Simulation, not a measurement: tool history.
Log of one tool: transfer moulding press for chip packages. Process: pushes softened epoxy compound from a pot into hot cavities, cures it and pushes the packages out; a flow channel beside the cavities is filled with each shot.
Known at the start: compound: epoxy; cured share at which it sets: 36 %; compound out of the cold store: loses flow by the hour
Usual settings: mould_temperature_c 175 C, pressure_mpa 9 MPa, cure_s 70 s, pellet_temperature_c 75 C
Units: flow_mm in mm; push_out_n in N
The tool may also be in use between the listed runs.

run   hour  mould_temperature_c  pressure_mpa  cure_s  pellet_temperature_c  incoming compound's hours out of the cold store  flow_mm  push_out_n
  1      0                  175             9      70                    75                                             44.3      705         418
  2    9.4                  175             9      70                    75                                             29.5      755         425
      12.6  -- cavities cleaned with cleaning compound and waxed
  3   17.7                  175             9      70                    75                                             19.4      798         323
  4   26.5                  175             9      70                    75                                             21.8      779         343
  5   32.9                  175             9      70                    75                                             39.5      712         364
  6   41.4                  175             9      70                    75                                             16.6      799         403
  7   50.6                  175             9      70                    75                                             28.2      744         418
  8   56.9                  175          7.09      70                    75                                             21.9      686         431
      64.7  -- cavities cleaned with cleaning compound and waxed
  9   66.4                  175          7.09      70                    75                                             17.6      702         321
 10   70.4                  175             9      65                    75                                             19.2      785         370
 11   76.3                  175             9      70                    69                                              9.7      823         376
 12   85.8                  175             9      70                    75                                             20.8      774         388
 13   93.4                  175             9      70                    75                                             34.2      720         402
 14  100.7                  175             9      70                    75                                             28.3      742         405
 15  107.1                  175             9     108                    76                                             27.4      741         352
 16  111.8                  175             9     108                    76                                             44.6      679         354
     116.4  -- cavities cleaned with cleaning compound and waxed
 17  117.5                  175         10.25     108                    82                                             32.7      764         249
 18  124.2                  181          8.13     108                    75                                             31.8      674         267
 19  132.7                  175          9.13      70                    66                                             13.2      803         376
 20  138.7                  180          10.3      70                    71                                             33.5      751         329
 21  147.3                  180          10.3      70                    71                                             36.5      736         348
     151.9  -- plunger's sealing rings changed
 22  155.8                  176          8.21      82                    70                                             30.7      720         372
 23  162.4                  168          8.91      81                    70                                             25.3      795         511
     170.8  -- cavities cleaned with cleaning compound and waxed
 24  170.8                  174          8.91      88                    70                                             40.9      716         258
 25  179.4                  179             9      70                    75                                             23.3      764         301

Some steps in flow_mm between neighbouring runs. How much of each would the tool show without its hidden state too (settings, what came in, random variation), and how much is left for the hidden state, with any gauge scatter that isn't in both results?
The hidden state here: true mould temperature over the reading, C; pressure that reaches the compound, % of what is set; grip of the stained cavities, % over clean ones'; drift of the gauge itself on flow_mm, %; drift of the gauge itself on push_out_n, %.
Run 17 -> 18: mould_temperature_c 175 -> 181, pressure_mpa 10.25 -> 8.13, pellet_temperature_c 82 -> 75. flow_mm -90 mm: hidden state +2, all else -92.
Run 18 -> 19: mould_temperature_c 181 -> 175, pressure_mpa 8.13 -> 9.13, cure_s 108 -> 70, pellet_temperature_c 75 -> 66. flow_mm +129 mm: hidden state -7, all else +136.
Run 21 -> 22: mould_temperature_c 180 -> 176, pressure_mpa 10.3 -> 8.21, cure_s 70 -> 82, pellet_temperature_c 71 -> 70, plunger's sealing rings changed. flow_mm -16 mm: hidden state +34, all else -50.

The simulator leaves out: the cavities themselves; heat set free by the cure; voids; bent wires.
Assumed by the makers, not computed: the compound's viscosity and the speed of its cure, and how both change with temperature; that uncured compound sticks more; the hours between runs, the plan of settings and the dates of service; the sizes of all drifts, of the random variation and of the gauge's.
